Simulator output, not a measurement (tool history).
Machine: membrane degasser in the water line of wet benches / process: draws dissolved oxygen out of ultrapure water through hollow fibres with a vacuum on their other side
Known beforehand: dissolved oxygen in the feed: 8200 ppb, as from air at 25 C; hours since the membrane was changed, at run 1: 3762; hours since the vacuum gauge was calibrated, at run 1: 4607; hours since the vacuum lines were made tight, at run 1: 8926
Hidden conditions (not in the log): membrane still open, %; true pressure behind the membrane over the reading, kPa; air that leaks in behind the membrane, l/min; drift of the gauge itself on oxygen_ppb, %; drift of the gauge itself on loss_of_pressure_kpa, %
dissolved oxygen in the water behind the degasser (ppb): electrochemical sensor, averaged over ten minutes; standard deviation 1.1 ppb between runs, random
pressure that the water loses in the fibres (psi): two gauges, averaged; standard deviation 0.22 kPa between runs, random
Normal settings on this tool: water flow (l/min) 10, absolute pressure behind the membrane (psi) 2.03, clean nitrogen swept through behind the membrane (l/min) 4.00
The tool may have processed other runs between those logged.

run	day	water flow (l/min)	absolute pressure behind the membrane (psi)	clean nitrogen swept through behind the membrane (l/min)	hours since the membrane was changed	hours since the vacuum gauge was calibrated	hours since the vacuum lines were made tight	dissolved oxygen in the water behind the degasser (ppb)	pressure that the water loses in the fibres (psi)
1	0.000	10	2.03	4.00	3762	4607	8926	102.4	7.780
2	5.262	10	2.03	4.00	3888	4734	9053	103.2	7.815
3	9.179	10	2.03	4.00	3982	4828	9147	104.4	7.804
4	15.238	10	1.55	4.00	4128	4973	9292	82.7	7.755
5	19.792	10	1.55	8.31	4237	5082	9401	59.1	7.789
6	24.738	10	1.55	8.31	4356	5201	9520	59.7	7.813
7	28.871	10	2.03	4.00	4455	5300	9619	104.5	7.815
8	35.108	10	2.03	4.00	4604	5450	9769	105.1	7.833
9	42.100	10	2.03	4.00	4772	5618	9937	104.0	7.789
10	47.112	10	2.03	4.00	4893	5738	10057	101.4	7.841
11	53.275	10	2.03	4.00	5041	5886	10205	101.7	7.876
12	57.162	10	2.03	4.25	5134	5979	10298	99.5	7.810
13	65.367	10	2.03	4.00	5331	6176	10495	104.7	7.892
14	69.454	10	1.67	4.00	5429	6274	10593	87.5	7.810
15	74.575	10	1.67	4.00	5552	6397	10716	88.3	7.860
# day 81.642: seals of the vacuum lines changed
16	82.712	10	1.67	4.00	5745	6590	26	87.9	7.881
17	86.979	10	1.67	4.00	5847	6693	128	88.1	7.909
18	92.071	14	1.62	2.33	5970	6815	250	185.5	10.982
19	98.421	14	1.62	2.33	6122	6967	403	185.9	11.008
20	104.308	13	4.02	4.00	6263	7109	544	253.4	10.192
21	110.821	7	2.03	5.55	6420	7265	700	50.4	5.490
22	118.521	7	2.03	5.55	6604	7450	885	49.5	5.529
23	123.921	7	2.03	5.55	6734	7579	1015	49.7	5.546
# day 124.512: vacuum gauge calibrated
24	127.971	10	2.31	4.00	6831	83	1111	113.3	7.938
25	133.450	10	2.35	9.47	6962	214	1243	71.6	7.881
26	140.383	10	2.35	9.47	7129	381	1409	71.3	7.884
27	145.729	10	2.16	9.51	7257	509	1538	68.5	7.963
28	150.650	10	2.16	9.51	7375	627	1656	68.0	7.996
29	156.896	12	2.12	2.40	7525	777	1806	190.2	9.467
30	161.179	11	2.03	3.35	7628	880	1908	133.3	8.678
31	168.912	11	2.03	3.35	7813	1066	2094	131.5	8.704

A few steps of pressure that the water loses in the fibres (psi) between consecutive runs. Split each: what settings, incoming material and random variation would produce without the hidden state, and what is left over for the hidden state, along with gauge scatter present in only one of the two compared results (measured, and without hidden state):
Run 17 -> 18: water flow (l/min) 10 -> 14, absolute pressure behind the membrane (psi) 1.67 -> 1.62, clean nitrogen swept through behind the membrane (l/min) 4.00 -> 2.33. pressure that the water loses in the fibres (psi) +3.073: hidden state +0.039, all else +3.034.
Run 20 -> 21: water flow (l/min) 13 -> 7, absolute pressure behind the membrane (psi) 4.02 -> 2.03, clean nitrogen swept through behind the membrane (l/min) 4.00 -> 5.55. pressure that the water loses in the fibres (psi) -4.702: hidden state -0.055, all else -4.647.
Run 23 -> 24: water flow (l/min) 7 -> 10, absolute pressure behind the membrane (psi) 2.03 -> 2.31, clean nitrogen swept through behind the membrane (l/min) 5.55 -> 4.00, vacuum gauge calibrated. pressure that the water loses in the fibres (psi) +2.392: hidden state +0.041, all else +2.351.
